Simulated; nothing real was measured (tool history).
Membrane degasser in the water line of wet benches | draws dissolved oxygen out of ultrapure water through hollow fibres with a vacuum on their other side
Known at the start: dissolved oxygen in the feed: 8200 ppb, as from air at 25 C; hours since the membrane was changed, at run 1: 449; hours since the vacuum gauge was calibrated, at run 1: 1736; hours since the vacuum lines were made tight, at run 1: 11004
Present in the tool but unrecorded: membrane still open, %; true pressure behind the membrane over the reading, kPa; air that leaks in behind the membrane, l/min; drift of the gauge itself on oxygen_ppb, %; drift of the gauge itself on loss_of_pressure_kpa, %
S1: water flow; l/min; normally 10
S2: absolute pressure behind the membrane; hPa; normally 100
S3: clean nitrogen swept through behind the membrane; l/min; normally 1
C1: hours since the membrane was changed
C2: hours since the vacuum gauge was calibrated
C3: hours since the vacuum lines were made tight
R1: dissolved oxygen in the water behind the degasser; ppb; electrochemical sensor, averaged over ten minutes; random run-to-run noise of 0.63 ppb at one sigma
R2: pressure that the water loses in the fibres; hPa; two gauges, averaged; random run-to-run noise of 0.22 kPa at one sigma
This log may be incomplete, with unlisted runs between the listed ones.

run,hour,S1,S2,S3,C1,C2,C3,R1,R2
1,0,10,100,1,449,1736,11004,159.5,537.5
2,46.3,10,100,1,496,1782,11051,161.1,533.5
3,76.5,10,100,1,526,1812,11081,160.1,538.9
4,107.9,10,100,1,557,1844,11112,160.8,538
5,134.1,10,100,1,583,1870,11138,160.3,536.3
6,165.7,10,97,1,615,1901,11170,152.3,539.3
7,192.6,10,100,1.46,642,1928,11197,112.8,536.9
8,238.5,7,100,1,688,1974,11243,114.6,377.3
9,290,7,100,1.39,739,2026,11294,83.9,372.7
10,326.1,7,100,1.39,775,2062,11330,83.6,375.3
11,367.9,10,100,1,817,2104,11372,160.5,537.7
12,408.1,10,100,1,857,2144,11412,160.9,536
13,442,10,100,1,891,2178,11446,160.9,535.1
14,478.6,10,100,1,928,2214,11483,159.9,536.3
15,528.8,10,149,0.57,978,2265,11533,443.8,537.5
16,579.1,10,149,0.57,1028,2315,11583,444.6,538.5
17,630,12,161,2.34,1079,2366,11634,162.2,640.6
# hour 647: seals of the vacuum lines changed
18,674.3,13,100,1,1122,2408,27,205.8,701.4
19,723.4,12,115,1.38,1171,2457,76,172.4,641.3
20,764.6,10,91,2.77,1212,2498,118,54.1,539.5
21,798.7,13,78,2.77,1246,2532,152,56.7,690.9
22,827.5,10,112,1,1275,2561,181,186.8,540
23,867.1,10,112,1,1314,2601,220,186.7,535.6
24,892.2,8,100,1,1339,2626,245,130.1,428.5
25,939.2,8,100,1,1386,2673,292,129.4,430.6
26,971.6,8,81,0.87,1419,2705,325,106.7,427.4
27,1021.8,8,81,0.87,1469,2756,375,107.3,429.5
28,1057,6,152,1.34,1504,2791,410,130.7,321.8

Each row is a separate what-if for the run after 28, all from the same tool condition, not one after another. Results?
A,1107.7,13,100,1,1555,2841,461,?,?
B,1107.7,15,220,0.62,1555,2841,461,?,?
C,1107.7,12,218,1.34,1555,2841,461,?,?
D,1107.7,10,88,1.54,1555,2841,461,?,?

run,R1,R2
A,205,693.1
B,904.4,801.1
C,384.6,644
D,89.1,537.6
Stripped of hidden state, with their random variation kept, the same runs would have yielded:
run,R1,R2
A,205,693
B,904.4,801
C,384.6,643.9
D,89,537.5

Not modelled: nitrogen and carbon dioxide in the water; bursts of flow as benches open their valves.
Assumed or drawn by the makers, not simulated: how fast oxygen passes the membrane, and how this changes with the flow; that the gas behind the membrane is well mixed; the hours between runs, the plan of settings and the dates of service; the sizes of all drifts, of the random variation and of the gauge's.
